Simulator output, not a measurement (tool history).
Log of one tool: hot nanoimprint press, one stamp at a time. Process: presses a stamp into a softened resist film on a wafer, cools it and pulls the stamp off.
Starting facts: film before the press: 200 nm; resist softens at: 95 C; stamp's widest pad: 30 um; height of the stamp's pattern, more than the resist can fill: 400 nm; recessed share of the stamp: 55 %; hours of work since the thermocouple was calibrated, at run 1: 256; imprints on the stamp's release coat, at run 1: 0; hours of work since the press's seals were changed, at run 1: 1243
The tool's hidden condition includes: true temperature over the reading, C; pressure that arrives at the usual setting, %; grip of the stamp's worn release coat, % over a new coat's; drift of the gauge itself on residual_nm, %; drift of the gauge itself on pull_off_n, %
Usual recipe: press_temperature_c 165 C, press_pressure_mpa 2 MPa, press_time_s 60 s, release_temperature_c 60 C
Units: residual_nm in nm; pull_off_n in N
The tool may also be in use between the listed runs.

run	day	press_temperature_c	press_pressure_mpa	press_time_s	release_temperature_c	hours of work since the thermocouple was calibrated	imprints on the stamp's release coat	hours of work since the press's seals were changed	residual_nm	pull_off_n
1	0	165	2	60	60	256	0	1243	111	206
2	1.829	165	2	60	60	289	227	1277	111.4	210
3	3.046	165	2	60	60	312	379	1299	111.1	207
4	4.1	165	2	46	60	331	510	1319	119.1	207
# day 4.625: press's hydraulic seals changed and the load cell set to zero
5	5.367	165	2	46	60	349	626	14	119.4	209
6	6.438	165	2	46	60	369	759	34	119.1	209
# day 6.658: plate thermocouple calibrated
7	7.938	165	2	46	60	24	930	59	119.6	209
8	8.825	165	2	60	60	40	1041	75	110.8	207
9	10.55	165	2	60	49	72	1256	107	110.6	255
10	12.129	165	2	60	49	101	1452	137	111	254
11	14.025	165	2	60	60	136	1688	172	110.6	211
12	15.354	165	2	60	51	161	1853	196	110.2	245
13	16.483	165	2	60	60	182	1994	217	109.9	209
# day 17.867: stamp cleaned and given a new release coat
14	17.867	165	2	60	60	203	0	238	110.8	210
15	19.671	163	2	60	60	236	224	272	118.1	212
16	21.583	163	2	60	60	272	462	307	118.5	208
17	23.225	156	1.77	59	67	302	667	337	153.5	172
18	25.367	156	1.77	59	67	342	933	377	153.7	178
# day 27.162: plate thermocouple calibrated
19	27.446	165	2.24	60	52	5	1176	413	104.4	247
20	29.033	176	1.89	68	62	35	1374	443	71.7	198
21	31.154	176	1.89	68	62	74	1638	482	72.5	203
22	33.1	165	2.73	60	60	110	1880	518	93.5	208
23	34.758	165	2.73	60	60	141	2086	549	93	207
# day 35.296: stamp cleaned and given a new release coat
24	36.971	160	2	60	49	177	209	585	130.1	256
25	39.079	160	1.48	60	54	216	471	624	145.6	234
26	40.55	162	2.4	35	60	243	654	651	129.3	208
27	41.75	155	1.98	77	46	265	803	673	143.6	275
28	42.888	155	1.25	89	46	286	945	694	160.2	277
29	44.596	155	1.5	89	52	318	1157	726	151.2	249

3 ways to go on from here, each from the tool as it stands after run 29. What would each give?
A	46.183	172	1.5	51	47	347	1355	755	?	?
B	46.183	165	2.82	80	60	347	1355	755	?	?
C	46.183	162	2	32	59	347	1355	755	?	?

run	residual_nm	pull_off_n
A	103.5	275
B	83.1	209
C	140.9	221
Stripped of hidden state, with their random variation kept, the same runs would have yielded:
run	residual_nm	pull_off_n
A	105.8	274
B	84.9	208
C	144.1	221
